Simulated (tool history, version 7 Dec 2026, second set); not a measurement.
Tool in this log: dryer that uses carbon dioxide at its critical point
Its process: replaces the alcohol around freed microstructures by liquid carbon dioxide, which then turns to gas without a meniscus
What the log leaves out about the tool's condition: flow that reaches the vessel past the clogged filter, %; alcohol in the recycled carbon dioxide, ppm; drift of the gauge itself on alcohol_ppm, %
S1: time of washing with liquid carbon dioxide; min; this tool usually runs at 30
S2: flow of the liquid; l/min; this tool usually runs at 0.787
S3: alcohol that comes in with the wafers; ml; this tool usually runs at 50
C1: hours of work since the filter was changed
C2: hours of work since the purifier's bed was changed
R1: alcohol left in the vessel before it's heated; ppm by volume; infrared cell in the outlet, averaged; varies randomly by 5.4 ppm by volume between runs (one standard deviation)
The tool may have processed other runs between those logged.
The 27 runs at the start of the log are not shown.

Run 28, hour 381.0: usual settings but S2 1.118 l/min, S3 85 ml; C1 156; C2 597. Result: R1 69 ppm by volume.
Run 29, hour 391.3: usual settings but S1 22 min, S3 91 ml; C1 162; C2 603. Result: R1 936 ppm by volume.
Run 30, hour 399.8: usual settings but S3 67 ml; C1 167; C2 608. Result: R1 239 ppm by volume.
Run 31, hour 410.8: usual settings but S1 26 min, S3 96 ml; C1 174; C2 615. Result: R1 564 ppm by volume.
Run 32, hour 422.6: usual settings but S1 22 min, S3 116 ml; C1 181; C2 622. Result: R1 1193 ppm by volume.
Run 33, hour 435.8: usual settings but S1 22 min, S3 116 ml; C1 189; C2 630. Result: R1 1171 ppm by volume.
Run 34, hour 445.5: usual settings but S3 25 ml; C1 195; C2 636. Result: R1 105 ppm by volume.
Run 35, hour 459.9: usual settings but S3 25 ml; C1 203; C2 644. Result: R1 110 ppm by volume.
Run 36, hour 468.4: usual settings but S1 39 min, S2 0.820 l/min, S3 37 ml; C1 208; C2 649. Result: R1 54 ppm by volume.
Run 37, hour 481.3: usual settings but S1 39 min, S2 0.820 l/min, S3 90 ml; C1 216; C2 657. Result: R1 100 ppm by volume.
Run 38, hour 497.7: usual settings but S1 36 min, S2 1.242 l/min, S3 104 ml; C1 226; C2 667. Result: R1 28 ppm by volume.
Run 39, hour 516.1: usual settings but S1 36 min, S2 1.242 l/min, S3 104 ml; C1 237; C2 678. Result: R1 42 ppm by volume.
Run 40, hour 529.4: usual settings but S1 36 min, S2 1.242 l/min, S3 104 ml; C1 245; C2 686. Result: R1 31 ppm by volume.
Run 41, hour 548.6: usual settings but S2 0.799 l/min; C1 256; C2 697. Result: R1 182 ppm by volume.
Run 42, hour 567.5: usual settings but S2 0.799 l/min; C1 268; C2 709. Result: R1 198 ppm by volume.
Run 43, hour 576.4: usual settings but S2 1.307 l/min, S3 36 ml; C1 273; C2 714. Result: R1 33 ppm by volume.
Run 44, hour 585.6: usual settings but S2 1.307 l/min, S3 36 ml; C1 279; C2 720. Result: R1 40 ppm by volume.

What if the next run were any one of these 4? Each begins from the tool's condition after run 44:
Run A, hour 601.4: usual settings but S2 0.851 l/min, S3 34 ml; C1 288; C2 729. Result: R1 ?.
Run B, hour 601.4: usual settings but S1 32 min; C1 288; C2 729. Result: R1 ?.
Run C, hour 601.4: usual settings but S1 22 min, S2 1.146 l/min, S3 25 ml; C1 288; C2 729. Result: R1 ?.
Run D, hour 601.4: usual settings but S1 48 min; C1 288; C2 729. Result: R1 ?.

run   R1
  A  109
  B  162
  C   98
  D   44
With no hidden state in the tool, these same runs would have given:
run   R1
  A   63
  B  105
  C   57
  D   12

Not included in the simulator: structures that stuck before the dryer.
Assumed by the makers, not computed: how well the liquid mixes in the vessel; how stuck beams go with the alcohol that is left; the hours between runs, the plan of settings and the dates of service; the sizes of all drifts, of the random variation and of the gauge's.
